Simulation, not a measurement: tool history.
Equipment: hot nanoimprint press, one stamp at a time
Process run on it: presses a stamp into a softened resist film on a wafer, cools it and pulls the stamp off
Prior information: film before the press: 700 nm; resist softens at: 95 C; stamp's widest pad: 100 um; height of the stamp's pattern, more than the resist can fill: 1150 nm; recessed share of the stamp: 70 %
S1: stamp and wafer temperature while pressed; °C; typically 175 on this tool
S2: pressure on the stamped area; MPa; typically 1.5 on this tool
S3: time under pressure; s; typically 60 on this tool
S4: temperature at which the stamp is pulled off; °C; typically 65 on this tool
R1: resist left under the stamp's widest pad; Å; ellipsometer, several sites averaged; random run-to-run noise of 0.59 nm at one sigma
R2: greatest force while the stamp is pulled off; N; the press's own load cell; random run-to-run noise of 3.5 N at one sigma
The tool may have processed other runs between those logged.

{"run": 1, "hour": 0.0, "S1": 175, "S2": 1.5, "S3": 60, "S4": 65, "R1": 2691, "R2": 173}
{"run": 2, "hour": 36.3, "S1": 175, "S2": 1.5, "S3": 60, "S4": 65, "R1": 2687, "R2": 170}
{"run": 3, "hour": 109.8, "S1": 166, "S2": 1.5, "S3": 60, "S4": 65, "R1": 3575, "R2": 179}
{"run": 4, "hour": 186.0, "S1": 184, "S2": 1.5, "S3": 60, "S4": 65, "R1": 2016, "R2": 194}
{"run": 5, "hour": 228.7, "S1": 184, "S2": 1.5, "S3": 60, "S4": 65, "R1": 2006, "R2": 213}
{"hour": 259.2, "done": "stamp cleaned and given a new release coat"}
{"run": 6, "hour": 267.4, "S1": 184, "S2": 1.5, "S3": 60, "S4": 65, "R1": 2007, "R2": 169}
{"run": 7, "hour": 321.4, "S1": 184, "S2": 1.5, "S3": 60, "S4": 65, "R1": 1989, "R2": 178}
{"run": 8, "hour": 399.5, "S1": 168, "S2": 1.5, "S3": 60, "S4": 65, "R1": 3300, "R2": 189}
{"hour": 409.6, "done": "plate thermocouple calibrated"}
{"run": 9, "hour": 464.3, "S1": 168, "S2": 1.5, "S3": 60, "S4": 65, "R1": 3241, "R2": 193}
{"hour": 522.2, "done": "stamp cleaned and given a new release coat"}
{"run": 10, "hour": 525.5, "S1": 175, "S2": 1.5, "S3": 89, "S4": 65, "R1": 2239, "R2": 162}
{"run": 11, "hour": 579.0, "S1": 175, "S2": 1.5, "S3": 89, "S4": 65, "R1": 2224, "R2": 170}
{"run": 12, "hour": 616.0, "S1": 175, "S2": 1.5, "S3": 60, "S4": 65, "R1": 2552, "R2": 179}
{"run": 13, "hour": 653.8, "S1": 175, "S2": 1.6, "S3": 60, "S4": 65, "R1": 2466, "R2": 181}
{"run": 14, "hour": 706.8, "S1": 175, "S2": 1.08, "S3": 60, "S4": 65, "R1": 3058, "R2": 194}
{"run": 15, "hour": 742.9, "S1": 175, "S2": 1.08, "S3": 60, "S4": 65, "R1": 3046, "R2": 193}
{"hour": 765.9, "done": "plate thermocouple calibrated, once more"}
{"hour": 789.7, "done": "stamp cleaned and given a new release coat"}
{"run": 16, "hour": 803.3, "S1": 175, "S2": 1.08, "S3": 60, "S4": 65, "R1": 3255, "R2": 164}
{"run": 17, "hour": 838.4, "S1": 175, "S2": 1.08, "S3": 60, "S4": 65, "R1": 3252, "R2": 176}
{"run": 18, "hour": 872.9, "S1": 166, "S2": 1.08, "S3": 89, "S4": 65, "R1": 3770, "R2": 179}
{"run": 19, "hour": 936.0, "S1": 176, "S2": 1.5, "S3": 60, "S4": 65, "R1": 2611, "R2": 189}
{"run": 20, "hour": 984.1, "S1": 176, "S2": 1.5, "S3": 60, "S4": 65, "R1": 2604, "R2": 206}
{"hour": 1049.7, "done": "stamp cleaned and given a new release coat"}
{"run": 21, "hour": 1063.2, "S1": 186, "S2": 1.5, "S3": 60, "S4": 61, "R1": 1910, "R2": 178}
{"run": 22, "hour": 1115.5, "S1": 186, "S2": 2.33, "S3": 60, "S4": 64, "R1": 1480, "R2": 180}
{"run": 23, "hour": 1156.5, "S1": 175, "S2": 1.5, "S3": 106, "S4": 55, "R1": 2176, "R2": 215}
{"hour": 1181.2, "done": "plate thermocouple calibrated"}
{"run": 24, "hour": 1191.9, "S1": 174, "S2": 1.42, "S3": 60, "S4": 65, "R1": 2912, "R2": 190}
{"run": 25, "hour": 1263.5, "S1": 175, "S2": 1.5, "S3": 60, "S4": 66, "R1": 2728, "R2": 202}
{"hour": 1315.9, "done": "stamp cleaned and given a new release coat"}
{"run": 26, "hour": 1347.3, "S1": 175, "S2": 1.5, "S3": 60, "S4": 66, "R1": 2720, "R2": 167}
{"run": 27, "hour": 1387.2, "S1": 175, "S2": 1.5, "S3": 60, "S4": 66, "R1": 2712, "R2": 179}
{"run": 28, "hour": 1466.3, "S1": 175, "S2": 1.5, "S3": 99, "S4": 65, "R1": 2265, "R2": 189}
{"run": 29, "hour": 1516.1, "S1": 172, "S2": 1.49, "S3": 60, "S4": 65, "R1": 2961, "R2": 193}

Predict each of these 3 candidate next runs independently; none follows another, all start after run 29:
{"run": "A", "hour": 1556.7, "S1": 187, "S2": 2.09, "S3": 60, "S4": 58, "R1": "?", "R2": "?"}
{"run": "B", "hour": 1556.7, "S1": 175, "S2": 1.5, "S3": 60, "S4": 62, "R1": "?", "R2": "?"}
{"run": "C", "hour": 1556.7, "S1": 185, "S2": 2.03, "S3": 60, "S4": 65, "R1": "?", "R2": "?"}

run=A R1=1551 R2=246
run=B R1=2678 R2=217
run=C R1=1669 R2=213
The same runs, with their run-to-run variation unchanged, on a tool lacking any hidden condition would have given:
run=A R1=1515 R2=199
run=B R1=2677 R2=176
run=C R1=1635 R2=173

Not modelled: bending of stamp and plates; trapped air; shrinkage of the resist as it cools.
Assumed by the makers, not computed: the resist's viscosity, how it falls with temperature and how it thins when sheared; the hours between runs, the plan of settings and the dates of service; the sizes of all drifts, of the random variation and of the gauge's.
